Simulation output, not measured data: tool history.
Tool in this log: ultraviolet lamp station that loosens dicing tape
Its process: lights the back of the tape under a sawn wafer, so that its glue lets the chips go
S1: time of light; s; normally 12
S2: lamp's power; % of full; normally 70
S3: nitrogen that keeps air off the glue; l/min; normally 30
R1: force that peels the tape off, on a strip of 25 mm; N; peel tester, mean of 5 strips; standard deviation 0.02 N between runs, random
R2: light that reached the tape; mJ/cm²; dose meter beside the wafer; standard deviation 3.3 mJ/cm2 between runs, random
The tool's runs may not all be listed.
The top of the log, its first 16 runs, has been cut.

run	day	S1	S2	S3	R1	R2
17	13.029	12	65	30	2.683	257
# day 13.146: window cleaned of glue's vapour, once more
18	13.621	12	70	30	1.951	350
19	14.833	12	70	30	1.982	342
20	15.775	12	70	30	2.035	334
21	16.942	12	70	30	2.041	325
22	18.121	12	70	30	2.130	329
23	19.012	23	74	14	1.019	649
# day 19.167: lamp changed
24	19.742	14	74	38	0.615	605
25	20.796	14	74	38	0.662	597
26	21.421	16	70	42	0.557	649
27	22.504	16	70	42	0.583	634
28	23.321	6	89	38	2.137	299

What will run 29 give?
29	24.338	9	86	58	?	?

Run 29 yielded R1 1.024 N, R2 431 mJ/cm².
Take away the tool's hidden state, keep the run-to-run variation as it was, and the same run would have given R1 0.832 N, R2 480 mJ/cm².
